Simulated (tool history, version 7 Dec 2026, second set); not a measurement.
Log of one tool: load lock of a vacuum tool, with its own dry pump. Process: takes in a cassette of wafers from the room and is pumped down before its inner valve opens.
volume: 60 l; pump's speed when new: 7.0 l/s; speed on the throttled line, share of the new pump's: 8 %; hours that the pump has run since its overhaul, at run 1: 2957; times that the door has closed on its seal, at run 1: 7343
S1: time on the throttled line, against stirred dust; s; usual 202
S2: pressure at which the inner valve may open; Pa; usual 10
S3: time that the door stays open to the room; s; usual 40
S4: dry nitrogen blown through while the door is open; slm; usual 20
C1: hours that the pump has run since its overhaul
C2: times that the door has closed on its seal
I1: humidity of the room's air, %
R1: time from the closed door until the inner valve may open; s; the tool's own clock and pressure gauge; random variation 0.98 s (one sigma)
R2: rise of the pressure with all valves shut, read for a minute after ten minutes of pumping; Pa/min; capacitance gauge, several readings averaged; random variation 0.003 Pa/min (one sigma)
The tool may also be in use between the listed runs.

run    hour   S1  S2   S3  S4    C1     C2    I1     R1     R2
  1       0  202  10   40  20  2957   7343  44.2  266.8  0.066
  2   108.9  202  10   40  20  3066   7849  44.4  266.5  0.081
  3   170.2  202  10   40  20  3127   8133  42.1    265  0.081
  4   237.9  202  10   40  20  3195   8448  45.6  265.2  0.081
  5     315  202  10   40  20  3272   8806  44.9  266.9  0.079
  6   424.6  202  18   40  20  3382   9315  44.4  261.5  0.093
  7   486.9  202  11   40  20  3444   9605  45.3    267  0.093
  8     544  202  10   40  20  3501   9870  47.9  267.6  0.101
  9   644.8  202  10   40  43  3602  10338  44.4  266.5   0.09
 10   724.9  202  10   40   9  3682  10711  41.6  267.1  0.112
 11   827.6  357  10   50   5  3785  11188  39.7  409.4  0.121
 12     920  357  10  168   5  3877  11617  47.1  407.7  0.167
 13  1015.1  286  10   34  20  3972  12059  44.4  342.8  0.116
 14  1091.9  156  15   33  43  4049  12416  43.6  220.7  0.111
 15  1219.4  156  15   33  43  4176  13008  45.4  221.4  0.119
 16    1343  296  15   27  43  4300  13582  44.8  349.9  0.126
 17  1403.9  296  15   27  43  4361  13865    47    350  0.132
 18  1482.8  296   7   43  43  4440  14232    45  355.2  0.138
 19  1591.1  311  15   43  33  4548  14735  42.7  362.4  0.145
 20    1691  311  15   43  33  4648  15199  44.6  362.6  0.154

Forecast each of these 5 alternatives for the next run:
  A  1806.7  150   9   40  20  4764  15736  45.4   ?   ?
  B  1806.7  202  10   95  20  4764  15736    44   ?   ?
  C  1806.7  202  10   40  26  4764  15736  46.3   ?   ?
  D  1806.7  231  15  211  33  4764  15736  44.3   ?   ?
  E  1806.7  311  10   43   9  4764  15736  46.6   ?   ?

run     R1     R2
  A  221.5  0.166
  B  267.3  0.175
  C  268.8   0.16
  D  291.3  0.176
  E  366.6  0.176
Without the tool's hidden state the same runs would have given:
run     R1     R2
  A    218  0.017
  B  264.3  0.029
  C  265.7  0.014
  D  288.6  0.028
  E  363.9   0.03

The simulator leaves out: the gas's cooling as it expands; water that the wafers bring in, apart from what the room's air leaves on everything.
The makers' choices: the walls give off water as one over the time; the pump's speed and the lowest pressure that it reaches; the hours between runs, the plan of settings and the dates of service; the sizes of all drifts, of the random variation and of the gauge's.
